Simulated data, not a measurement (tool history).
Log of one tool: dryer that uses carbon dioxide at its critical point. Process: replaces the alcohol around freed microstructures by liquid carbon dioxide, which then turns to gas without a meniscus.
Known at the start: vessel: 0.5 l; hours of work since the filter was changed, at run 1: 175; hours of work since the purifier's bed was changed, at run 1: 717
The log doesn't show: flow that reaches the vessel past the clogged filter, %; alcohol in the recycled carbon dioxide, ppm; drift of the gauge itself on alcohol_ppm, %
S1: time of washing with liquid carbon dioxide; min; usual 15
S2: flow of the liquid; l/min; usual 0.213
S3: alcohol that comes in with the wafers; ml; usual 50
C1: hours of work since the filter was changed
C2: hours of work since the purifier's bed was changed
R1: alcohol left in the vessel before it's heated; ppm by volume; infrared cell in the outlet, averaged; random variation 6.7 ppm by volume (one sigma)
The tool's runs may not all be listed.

run	day	S1	S2	S3	C1	C2	R1
1	0.000	15	0.213	50	175	717	495
2	1.108	15	0.213	50	196	737	513
3	2.358	15	0.213	50	219	760	529
4	3.096	15	0.213	50	233	774	535
5	3.800	15	0.213	50	246	787	563
6	4.662	15	0.213	50	262	803	564
7	5.350	15	0.213	50	275	816	586
8	6.575	13	0.213	50	297	839	1130
9	7.829	13	0.213	50	321	862	1202
10	9.029	13	0.130	50	343	884	6321
# day 9.404: inlet filter changed
11	9.833	21	0.213	50	8	898	158
12	10.683	15	0.141	50	24	914	2337
13	11.358	10	0.141	50	36	926	7961
14	12.400	15	0.213	73	55	946	618
15	13.512	15	0.213	69	76	966	599
16	14.662	15	0.213	69	97	988	632
17	15.454	15	0.248	50	112	1002	284
18	16.567	15	0.248	50	133	1023	288
19	17.183	13	0.147	83	144	1034	5929
20	17.779	10	0.147	74	155	1046	11456
21	18.875	11	0.354	65	176	1066	301
22	19.892	11	0.241	65	194	1085	1514
23	21.138	11	0.241	65	218	1108	1618
24	22.250	11	0.241	65	238	1128	1634
25	23.242	11	0.241	65	257	1147	1734
26	23.792	11	0.300	40	267	1157	511
27	24.654	11	0.204	39	283	1173	2050
28	25.408	10	0.308	39	297	1187	651
29	26.133	10	0.209	32	310	1200	2262
# day 27.112: purifier's bed changed
30	27.246	10	0.227	21	329	2	1022
31	28.246	11	0.155	44	347	21	5451
# day 28.400: inlet filter changed
32	29.250	10	0.211	25	16	39	1101
33	30.538	14	0.213	50	40	63	490
34	31.612	14	0.213	50	60	83	488
35	32.629	14	0.213	50	78	102	516

5 ways to go on from here, each from the tool as it stands after run 35. What would each give?
A	33.808	15	0.141	50	100	123	?
B	33.808	16	0.261	50	100	123	?
C	33.808	13	0.213	36	100	123	?
D	33.808	15	0.354	50	100	123	?
E	33.808	13	0.300	23	100	123	?

run	R1
A	2400
B	80
C	559
D	24
E	70
Without the tool's hidden state the same runs would have given:
run	R1
A	2090
B	49
C	456
D	4
E	43
